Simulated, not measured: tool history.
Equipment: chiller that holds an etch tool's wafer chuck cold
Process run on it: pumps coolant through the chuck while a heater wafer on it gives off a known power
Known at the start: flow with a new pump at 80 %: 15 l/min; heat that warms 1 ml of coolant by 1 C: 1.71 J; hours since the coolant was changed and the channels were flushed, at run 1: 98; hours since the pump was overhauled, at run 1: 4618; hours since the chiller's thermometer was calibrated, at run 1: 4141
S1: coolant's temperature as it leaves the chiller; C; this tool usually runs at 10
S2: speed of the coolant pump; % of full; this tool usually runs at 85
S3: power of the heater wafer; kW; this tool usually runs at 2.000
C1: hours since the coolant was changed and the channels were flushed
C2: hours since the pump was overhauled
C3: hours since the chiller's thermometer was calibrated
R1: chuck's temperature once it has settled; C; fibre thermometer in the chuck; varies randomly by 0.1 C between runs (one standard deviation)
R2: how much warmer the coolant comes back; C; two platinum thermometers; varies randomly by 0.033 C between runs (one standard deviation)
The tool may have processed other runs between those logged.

{"run": 1, "hour": 0.0, "S1": 10, "S2": 85, "S3": 2.0, "C1": 98, "C2": 4618, "C3": 4141, "R1": 23.2, "R2": 4.75}
{"run": 2, "hour": 82.7, "S1": 10, "S2": 85, "S3": 2.0, "C1": 181, "C2": 4701, "C3": 4224, "R1": 23.3, "R2": 4.78}
{"run": 3, "hour": 185.0, "S1": 10, "S2": 85, "S3": 2.0, "C1": 283, "C2": 4803, "C3": 4326, "R1": 23.1, "R2": 4.78}
{"run": 4, "hour": 304.6, "S1": 10, "S2": 85, "S3": 2.0, "C1": 403, "C2": 4923, "C3": 4446, "R1": 23.5, "R2": 4.83}
{"run": 5, "hour": 461.1, "S1": 10, "S2": 85, "S3": 2.0, "C1": 559, "C2": 5079, "C3": 4602, "R1": 23.6, "R2": 4.84}
{"run": 6, "hour": 616.3, "S1": 10, "S2": 78, "S3": 2.0, "C1": 715, "C2": 5234, "C3": 4758, "R1": 24.5, "R2": 5.27}
{"run": 7, "hour": 744.4, "S1": 10, "S2": 78, "S3": 2.0, "C1": 843, "C2": 5362, "C3": 4886, "R1": 24.5, "R2": 5.3}
{"run": 8, "hour": 895.6, "S1": 10, "S2": 78, "S3": 2.0, "C1": 994, "C2": 5514, "C3": 5037, "R1": 24.7, "R2": 5.33}
{"run": 9, "hour": 1047.3, "S1": 10, "S2": 78, "S3": 1.282, "C1": 1145, "C2": 5665, "C3": 5189, "R1": 19.5, "R2": 3.41}
{"run": 10, "hour": 1128.5, "S1": 10, "S2": 78, "S3": 1.828, "C1": 1227, "C2": 5746, "C3": 5270, "R1": 23.5, "R2": 4.88}
{"hour": 1172.7, "done": "chiller's thermometer calibrated"}
{"run": 11, "hour": 1209.0, "S1": 8, "S2": 81, "S3": 1.466, "C1": 1306, "C2": 5826, "C3": 36, "R1": 18.6, "R2": 3.73}
{"run": 12, "hour": 1329.0, "S1": 8, "S2": 81, "S3": 1.487, "C1": 1426, "C2": 5946, "C3": 156, "R1": 18.8, "R2": 3.81}
{"run": 13, "hour": 1476.3, "S1": 5, "S2": 63, "S3": 1.124, "C1": 1573, "C2": 6093, "C3": 304, "R1": 15.2, "R2": 3.76}
{"run": 14, "hour": 1574.3, "S1": 5, "S2": 63, "S3": 1.124, "C1": 1672, "C2": 6191, "C3": 402, "R1": 15.4, "R2": 3.78}
{"run": 15, "hour": 1681.0, "S1": 11, "S2": 88, "S3": 1.553, "C1": 1778, "C2": 6298, "C3": 508, "R1": 21.6, "R2": 3.67}

3 options for the next run, each taken on its own from the tool as it stands now. Forecast them:
{"run": "A", "hour": 1839.6, "S1": 15, "S2": 70, "S3": 1.75, "C1": 1937, "C2": 6457, "C3": 667, "R1": "?", "R2": "?"}
{"run": "B", "hour": 1839.6, "S1": 9, "S2": 90, "S3": 1.591, "C1": 1937, "C2": 6457, "C3": 667, "R1": "?", "R2": "?"}
{"run": "C", "hour": 1839.6, "S1": 8, "S2": 77, "S3": 2.091, "C1": 1937, "C2": 6457, "C3": 667, "R1": "?", "R2": "?"}

run=A R1=29.7 R2=5.33
run=B R1=19.7 R2=3.65
run=C R1=24.1 R2=5.73
Stripped of hidden state, with their random variation kept, the same runs would have yielded:
run=A R1=27.8 R2=4.75
run=B R1=18.4 R2=3.25
run=C R1=22.1 R2=5.11
